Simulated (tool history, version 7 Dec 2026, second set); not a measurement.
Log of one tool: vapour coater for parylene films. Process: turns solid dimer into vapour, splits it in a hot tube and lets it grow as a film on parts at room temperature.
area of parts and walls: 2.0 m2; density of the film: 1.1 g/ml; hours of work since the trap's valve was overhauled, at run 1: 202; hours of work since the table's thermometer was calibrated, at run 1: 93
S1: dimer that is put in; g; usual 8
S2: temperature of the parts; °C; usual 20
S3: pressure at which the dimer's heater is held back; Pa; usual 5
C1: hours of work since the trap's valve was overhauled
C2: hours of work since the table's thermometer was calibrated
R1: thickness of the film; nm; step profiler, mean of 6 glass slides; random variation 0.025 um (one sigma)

| run | hour | S1 | S2 | S3 | C1 | C2 | R1 |
|---|---|---|---|---|---|---|---|
| 1 | 0 | 8 | 20 | 5 | 202 | 93 | 1480 |
|  | 20.1 | trap's valve overhauled |
| 2 | 20.6 | 8 | 20 | 5 | 0 | 108 | 1700 |
| 3 | 37.4 | 8 | 20 | 5 | 15 | 123 | 1760 |
| 4 | 52 | 8 | 20 | 8.56 | 28 | 135 | 1600 |
| 5 | 61.5 | 8 | 20 | 8.56 | 36 | 144 | 1540 |
| 6 | 84.1 | 8 | 20 | 8.56 | 56 | 163 | 1540 |
| 7 | 103.6 | 5 | 20 | 8.56 | 73 | 180 | 990 |
| 8 | 125.2 | 5 | 20 | 8.56 | 91 | 199 | 970 |
| 9 | 137.3 | 5 | 20 | 8.56 | 102 | 210 | 920 |
| 10 | 151.4 | 8 | 20 | 4.47 | 114 | 222 | 1640 |
| 11 | 167.7 | 8 | 12 | 5 | 128 | 236 | 2020 |
| 12 | 185.5 | 8 | 12 | 5 | 144 | 251 | 2000 |
| 13 | 206.5 | 8 | 12 | 5 | 162 | 270 | 1970 |
| 14 | 218.5 | 8 | 30 | 5 | 173 | 280 | 1210 |
| 15 | 232.3 | 8 | 30 | 5 | 185 | 292 | 1150 |
| 16 | 247.2 | 8 | 20 | 5 | 198 | 305 | 1540 |
| 17 | 266.5 | 8 | 20 | 5 | 214 | 322 | 1520 |
|  | 272.3 | trap's valve overhauled |
| 18 | 285.7 | 8 | 20 | 5 | 12 | 335 | 1700 |
| 19 | 302.1 | 8 | 20 | 5 | 26 | 349 | 1710 |
| 20 | 322.6 | 6 | 20 | 5 | 44 | 367 | 1230 |
| 21 | 334.1 | 5 | 23 | 5.47 | 54 | 377 | 920 |
| 22 | 353.3 | 4 | 24 | 2.2 | 71 | 394 | 830 |
| 23 | 366.9 | 8 | 18 | 2.58 | 82 | 406 | 1910 |
| 24 | 377.5 | 8 | 18 | 5.4 | 92 | 415 | 1720 |
| 25 | 399.8 | 8 | 21 | 2.92 | 111 | 434 | 1740 |
| 26 | 416 | 4 | 20 | 5.74 | 125 | 448 | 770 |
| 27 | 434.1 | 4 | 20 | 5.74 | 141 | 464 | 770 |
| 28 | 443.9 | 4 | 20 | 5.74 | 149 | 473 | 790 |
| 29 | 467.2 | 4 | 21 | 8.66 | 170 | 493 | 680 |
| 30 | 477.9 | 4 | 21 | 8.66 | 179 | 502 | 670 |
| 31 | 489.3 | 10 | 15 | 10.06 | 189 | 512 | 1940 |
| 32 | 512.1 | 4 | 18 | 5 | 209 | 532 | 820 |
|  | 524.5 | trap's valve overhauled |
| 33 | 528.2 | 3 | 19 | 4.07 | 3 | 543 | 710 |
| 34 | 544.2 | 8 | 20 | 8.82 | 17 | 557 | 1560 |
| 35 | 560 | 8 | 20 | 8.82 | 31 | 570 | 1560 |
| 36 | 575.6 | 8 | 20 | 8.82 | 44 | 584 | 1540 |
| 37 | 590.7 | 8 | 24 | 5 | 58 | 597 | 1450 |
| 38 | 610.7 | 8 | 16 | 2.58 | 75 | 614 | 2000 |

Some steps in R1 between neighbouring runs. How much of each would the tool show without its hidden state too (settings, what came in, random variation), and how much is left for the hidden state, with any gauge scatter that isn't in both results?
The hidden state here: vapour lost through the trap's worn valve, %; true temperature of the parts over the reading, C; drift of the gauge itself on film_um, %.
Run 1 -> 2: trap's valve overhauled. R1 +220 nm: hidden state +240, all else -20.
Run 17 -> 18: trap's valve overhauled. R1 +180 nm: hidden state +230, all else -50.
Run 22 -> 23: S1 4 -> 8, S2 24 -> 18, S3 2.2 -> 2.58. R1 +1080 nm: hidden state -90, all else +1170.
Run 30 -> 31: S1 4 -> 10, S2 21 -> 15, S3 8.66 -> 10.06. R1 +1270 nm: hidden state -250, all else +1520.
Run 31 -> 32: S1 10 -> 4, S2 15 -> 18, S3 10.06 -> 5. R1 -1120 nm: hidden state +200, all else -1320.

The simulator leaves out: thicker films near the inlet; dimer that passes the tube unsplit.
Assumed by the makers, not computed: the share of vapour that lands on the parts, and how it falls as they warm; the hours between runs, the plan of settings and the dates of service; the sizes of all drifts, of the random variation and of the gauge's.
